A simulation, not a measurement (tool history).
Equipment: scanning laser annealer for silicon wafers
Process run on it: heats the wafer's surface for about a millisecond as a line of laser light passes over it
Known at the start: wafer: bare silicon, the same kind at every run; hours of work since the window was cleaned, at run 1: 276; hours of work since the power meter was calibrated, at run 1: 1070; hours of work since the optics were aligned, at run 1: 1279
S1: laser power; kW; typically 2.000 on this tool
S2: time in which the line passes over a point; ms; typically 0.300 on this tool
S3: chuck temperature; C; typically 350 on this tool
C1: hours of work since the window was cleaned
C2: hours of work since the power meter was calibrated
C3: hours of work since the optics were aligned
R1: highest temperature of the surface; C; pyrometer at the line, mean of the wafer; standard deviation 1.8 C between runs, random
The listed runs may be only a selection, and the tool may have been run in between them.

Run 1, hour 0.0: usual settings; C1 276; C2 1070; C3 1279. Result: R1 1060 C.
At hour 39.7: optics aligned, line set to its width.
Run 2, hour 45.1: usual settings but S3 364 C; C1 301; C2 1096; C3 3. Result: R1 1080 C.
Run 3, hour 110.0: usual settings but S3 364 C; C1 342; C2 1137; C3 44. Result: R1 1076 C.
Run 4, hour 169.3: usual settings but S3 364 C; C1 379; C2 1174; C3 82. Result: R1 1080 C.
Run 5, hour 227.4: usual settings but S3 364 C; C1 416; C2 1211; C3 118. Result: R1 1076 C.
Run 6, hour 278.2: usual settings but S3 364 C; C1 448; C2 1243; C3 150. Result: R1 1074 C.
Run 7, hour 336.4: usual settings but S3 364 C; C1 485; C2 1279; C3 187. Result: R1 1071 C.
Run 8, hour 417.5: usual settings but S3 364 C; C1 536; C2 1330; C3 238. Result: R1 1071 C.
Run 9, hour 487.8: usual settings but S3 364 C; C1 580; C2 1375; C3 282. Result: R1 1068 C.
Run 10, hour 567.8: usual settings but S1 2.163 kW, S3 364 C; C1 631; C2 1425; C3 333. Result: R1 1129 C.
Run 11, hour 639.0: usual settings but S1 1.772 kW, S2 0.357 ms; C1 676; C2 1470; C3 378. Result: R1 1017 C.
Run 12, hour 673.2: usual settings but S1 1.971 kW, S2 0.317 ms, S3 334 C; C1 697; C2 1492; C3 399. Result: R1 1043 C.
Run 13, hour 754.0: usual settings but S1 1.971 kW, S2 0.317 ms, S3 351 C; C1 748; C2 1543; C3 450. Result: R1 1054 C.
Run 14, hour 809.1: usual settings but S3 324 C; C1 783; C2 1577; C3 485. Result: R1 1019 C.

Branching from run 14: 5 alternative next runs. What would each branch give?
Run A, hour 865.3: usual settings but S1 1.893 kW, S2 0.341 ms, S3 324 C; C1 818; C2 1613; C3 520. Result: R1 ?.
Run B, hour 865.3: usual settings but S1 2.163 kW, S2 0.230 ms, S3 324 C; C1 818; C2 1613; C3 520. Result: R1 ?.
Run C, hour 865.3: usual settings but S3 386 C; C1 818; C2 1613; C3 520. Result: R1 ?.
Run D, hour 865.3: usual settings but S1 1.995 kW, S2 0.238 ms, S3 324 C; C1 818; C2 1613; C3 520. Result: R1 ?.
Run E, hour 865.3: usual settings but S2 0.347 ms, S3 324 C; C1 818; C2 1613; C3 520. Result: R1 ?.

run    R1
  A  1019
  B   994
  C  1082
  D   950
  E  1068
What these runs would have given with no unlogged condition in the tool:
run    R1
  A  1051
  B  1025
  C  1115
  D   979
  E  1103

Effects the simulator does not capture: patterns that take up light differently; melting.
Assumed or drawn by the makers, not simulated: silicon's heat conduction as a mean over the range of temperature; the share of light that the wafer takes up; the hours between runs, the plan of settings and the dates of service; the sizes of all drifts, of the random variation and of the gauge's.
